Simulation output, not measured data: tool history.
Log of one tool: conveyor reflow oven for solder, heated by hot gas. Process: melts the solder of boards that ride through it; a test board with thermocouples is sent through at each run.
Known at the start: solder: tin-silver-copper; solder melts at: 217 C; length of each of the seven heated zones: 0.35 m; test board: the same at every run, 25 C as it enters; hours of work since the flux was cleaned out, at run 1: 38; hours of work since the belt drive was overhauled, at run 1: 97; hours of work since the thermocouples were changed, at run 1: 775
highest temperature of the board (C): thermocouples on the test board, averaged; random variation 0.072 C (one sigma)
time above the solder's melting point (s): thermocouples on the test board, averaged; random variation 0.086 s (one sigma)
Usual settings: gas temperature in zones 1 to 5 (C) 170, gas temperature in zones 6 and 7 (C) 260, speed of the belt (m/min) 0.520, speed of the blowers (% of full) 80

run,hour,gas temperature in zones 1 to 5 (C),gas temperature in zones 6 and 7 (C),speed of the belt (m/min),speed of the blowers (% of full),hours of work since the flux was cleaned out,hours of work since the belt drive was overhauled,hours of work since the thermocouples were changed,highest temperature of the board (C),time above the solder's melting point (s)
1,0.0,170,260,0.520,80,38,97,775,249.36,58.01
2,8.5,170,264,0.520,80,42,101,779,252.97,60.83
3,17.2,170,260,0.477,80,46,105,783,251.52,66.19
4,21.7,170,260,0.463,80,48,107,785,252.13,68.93
# hour 32.5: thermocouples of zones 6 and 7 changed
5,32.5,159,260,0.520,80,52,112,0,247.15,52.77
6,40.6,159,260,0.520,80,56,115,4,246.98,52.56
7,49.9,159,260,0.520,80,61,120,8,247.22,52.80
8,57.8,159,260,0.520,80,64,123,12,247.15,52.67
9,63.7,159,260,0.520,80,67,126,15,247.01,52.61
10,72.9,159,260,0.520,80,71,130,19,247.02,52.64
11,83.1,159,260,0.520,80,76,135,24,246.95,52.70
12,88.1,159,260,0.520,80,78,137,26,247.02,52.56
13,93.3,170,260,0.520,80,81,140,28,248.56,57.66
14,101.9,170,260,0.520,80,85,144,32,248.46,57.65
15,107.9,170,260,0.520,80,88,147,35,248.47,57.49
16,112.3,170,260,0.520,80,90,149,37,248.47,57.72
# hour 117.9: flux residue cleaned out of gas plates and filters
17,122.6,171,261,0.520,80,2,151,40,249.30,58.61
18,132.9,171,261,0.520,80,7,156,44,249.35,58.58
19,142.8,171,261,0.520,80,12,160,49,249.32,58.54
20,148.5,170,250,0.472,80,14,163,52,241.43,58.13
21,155.9,170,250,0.472,80,18,167,55,241.49,58.15
22,165.5,170,250,0.472,80,22,171,60,241.46,58.05
23,173.1,170,250,0.472,80,26,175,63,241.54,58.24
# hour 183.5: flux residue cleaned out of gas plates and filters, once more
24,183.7,170,250,0.472,80,0,177,66,241.94,59.03
25,193.6,177,265,0.472,58,5,182,70,252.94,69.42
26,200.8,177,257,0.436,72,8,185,74,249.78,74.68
27,207.1,177,257,0.436,72,11,188,77,249.63,74.78
28,214.0,170,255,0.520,72,14,191,80,243.17,52.54
29,219.4,170,255,0.520,72,17,194,82,243.01,52.47
30,228.6,170,254,0.520,85,21,198,87,244.06,54.38

How the hidden state differs across the entries between the runs, from the last listed run before each to the first after it:
Between runs 4 and 5: thermocouples of zones 6 and 7 changed (hour 32.5)
  heat that the gas passes to the board, % of a clean oven's: 98.9 -> 98.8; belt's true speed, % of the reading: 99.84 -> 99.83; true gas temperature in zones 6 and 7 over the reading, C: 1.16 -> 0.28
  measured less the result without the state, highest temperature of the board (C): +0.91 -> +0.03; time above the solder's melting point (s): +0.69 -> +0.00
Between runs 16 and 17: flux residue cleaned out of gas plates and filters (hour 117.9)
  heat that the gas passes to the board, % of a clean oven's: 98.3 -> 97.4
  measured less the result without the state, highest temperature of the board (C): +0.01 -> -0.17; time above the solder's melting point (s): -0.02 -> -0.22
Between runs 23 and 24: flux residue cleaned out of gas plates and filters, once more (hour 183.5)
  heat that the gas passes to the board, % of a clean oven's: 97 -> 99.5; true gas temperature in zones 6 and 7 over the reading, C: 0.41 -> 0.42
  measured less the result without the state, highest temperature of the board (C): -0.08 -> +0.35; time above the solder's melting point (s): -0.32 -> +0.48

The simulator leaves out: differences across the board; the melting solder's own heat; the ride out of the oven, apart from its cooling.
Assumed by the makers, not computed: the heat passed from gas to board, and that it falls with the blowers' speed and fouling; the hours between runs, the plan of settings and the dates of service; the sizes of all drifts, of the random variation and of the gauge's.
